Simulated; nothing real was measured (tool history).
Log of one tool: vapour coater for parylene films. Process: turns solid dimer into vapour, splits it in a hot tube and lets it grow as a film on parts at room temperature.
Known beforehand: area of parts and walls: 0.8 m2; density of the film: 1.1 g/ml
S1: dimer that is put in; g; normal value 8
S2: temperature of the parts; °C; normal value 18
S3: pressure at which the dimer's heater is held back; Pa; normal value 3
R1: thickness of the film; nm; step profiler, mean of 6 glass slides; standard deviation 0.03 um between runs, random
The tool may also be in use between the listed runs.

run	hour	S1	S2	S3	R1
1	0	8	18	3	5810
2	27.9	12	18	3	8680
3	51.4	8	18	3	5840
4	94.1	8	18	3	5800
5	125.2	8	12	3	6990
6	162.5	8	18	3	5850
7	185.9	5	10	10.37	3950
8	213.7	4	24	3	2450
9	247.6	4	24	3	2430
10	281.1	8	18	5.66	5380
11	323.3	4	12	10.46	2960

Not shown here: 1 entry made in the log between runs. Locate each between two listed runs and compare the hidden state at the listed run before it with the hidden state at the listed run after it:
Between runs 9 and 10: trap's valve overhauled (hour 262.1)
  vapour lost through the trap's worn valve, %: 0.5 -> 0
